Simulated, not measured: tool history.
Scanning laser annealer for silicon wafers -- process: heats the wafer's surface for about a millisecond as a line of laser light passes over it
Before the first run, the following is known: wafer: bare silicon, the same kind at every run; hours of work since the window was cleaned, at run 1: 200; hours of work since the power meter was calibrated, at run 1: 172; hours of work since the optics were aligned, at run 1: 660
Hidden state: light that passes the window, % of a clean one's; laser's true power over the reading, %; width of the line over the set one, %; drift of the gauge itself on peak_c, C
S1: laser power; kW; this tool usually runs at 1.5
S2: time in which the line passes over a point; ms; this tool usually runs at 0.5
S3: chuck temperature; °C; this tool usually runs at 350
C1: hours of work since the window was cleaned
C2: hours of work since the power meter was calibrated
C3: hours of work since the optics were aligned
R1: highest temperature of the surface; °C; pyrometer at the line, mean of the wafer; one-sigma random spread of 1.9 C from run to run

run,hour,S1,S2,S3,C1,C2,C3,R1
1,0,1.5,0.5,350,200,172,660,1076
2,25.3,1.5,0.5,350,210,183,671,1071
3,73.5,1.5,0.5,350,231,204,691,1071
4,117.2,1.5,0.5,342,250,222,710,1062
5,146.7,1.5,0.516,350,262,235,723,1078
6,191.7,1.5,0.516,350,282,254,742,1081
7,243.7,1.5,0.516,350,304,277,764,1079
8,274.6,1.5,0.516,352,317,290,777,1081
9,334.7,1.5,0.427,331,343,315,803,984
10,379.2,1.5,0.427,384,362,335,822,1036
11,433.2,1.364,0.457,350,385,358,845,953

Consider 5 possible next runs. They are alternatives, not a sequence: every one starts from the tool as it was left by run 11. What does each give?
A,457.9,1.387,0.5,350,396,368,856,?
B,457.9,1.5,0.5,321,396,368,856,?
C,457.9,1.501,0.478,319,396,368,856,?
D,457.9,1.364,0.457,382,396,368,856,?
E,457.9,1.277,0.483,344,396,368,856,?

run,R1
A,997
B,1034
C,1013
D,986
E,921
With no hidden state in the tool, these same runs would have given:
run,R1
A,1025
B,1064
C,1042
D,1011
E,945
